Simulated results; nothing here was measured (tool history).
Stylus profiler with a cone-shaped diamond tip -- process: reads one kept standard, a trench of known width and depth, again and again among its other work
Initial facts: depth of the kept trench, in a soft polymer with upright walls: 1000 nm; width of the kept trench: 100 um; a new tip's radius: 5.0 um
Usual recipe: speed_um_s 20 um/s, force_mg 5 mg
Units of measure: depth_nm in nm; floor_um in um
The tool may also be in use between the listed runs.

run,hour,speed_um_s,force_mg,depth_nm,floor_um
1,0,20,5,1010.41,90.61
2,34.3,20,4.74,1009.66,90.51
3,49.7,20,5,1010.13,90.55
4,68.7,20,5,1010.37,90.46
5,87.5,23,5,1010.25,90.45
6,112.9,20,3.55,1007.71,90.37
7,143,20,5,1009.61,90.37
8,170.6,30,5,1009.77,90.3
9,200.1,30,5,1009.92,90.22
10,214.2,30,5,1009.99,90.23
11,245.5,30,5,1009.67,90.16
12,267.2,30,5,1009.7,90.13
13,291,20,5,1009.82,90.1
14,321.9,20,5,1009.61,90.1
15,343.4,20,5,1009.69,90
16,362.6,28,5,1009.75,90
17,396.7,45,5,1009.47,89.91
18,424.5,20,2.89,1005.25,89.95
19,455.6,20,2.89,1005.86,89.88
20,478.1,20,2.89,1005.23,89.84
21,511,20,2.89,1005.55,89.74
22,539.5,20,2.89,1005.43,89.78
23,566.5,20,2.89,1005.34,89.69
24,597.1,52,1.82,1002.95,89.56
25,618.1,74,8.87,1015.17,89.63
# hour 650.8: new tip fitted, height scale calibrated
26,650.8,47,8.63,1018.64,94.09
27,672,52,2.76,1008.78,93.99
28,698.5,41,2.96,1009.38,93.99
29,725.5,5,8.11,1017.91,93.96
30,758.7,44,11.47,1022.37,93.8
31,791.7,19,6.9,1015.57,93.79
32,821.9,19,6.9,1015.81,93.7
33,844.1,16,4.33,1011.25,93.57
34,861.3,18,11.01,1021.78,93.57
35,876.8,24,8.94,1019.09,93.52
36,910.8,24,8.94,1018.76,93.46
37,929,59,4.25,1011.59,93.35
38,959.8,16,4.75,1011.6,93.32
39,993.3,16,4.75,1012.02,93.28
40,1010.4,30,4.75,1011.81,93.19
41,1041.4,8,2.6,1007.87,93.12
42,1062,9,2.75,1007.96,93.14
43,1089.7,16,3.21,1009.07,93.08
44,1123.7,10,3.21,1008.9,92.96
45,1152.3,18,5.66,1013.4,92.89
46,1185.3,33,4.88,1011.83,92.82

Predict each of these 4 candidate next runs independently; none follows another, all start after run 46:
A,1201.2,8,4.6,?,?
B,1201.2,50,5,?,?
C,1201.2,22,5.33,?,?
D,1201.2,33,3.03,?,?

run,depth_nm,floor_um
A,1011.47,92.86
B,1011.9,92.72
C,1012.67,92.8
D,1008.44,92.79
With the hidden condition removed and each run's random variation left untouched, the same runs would have given:
run,depth_nm,floor_um
A,1012.33,94.04
B,1012.76,93.9
C,1013.54,93.98
D,1009.3,93.97
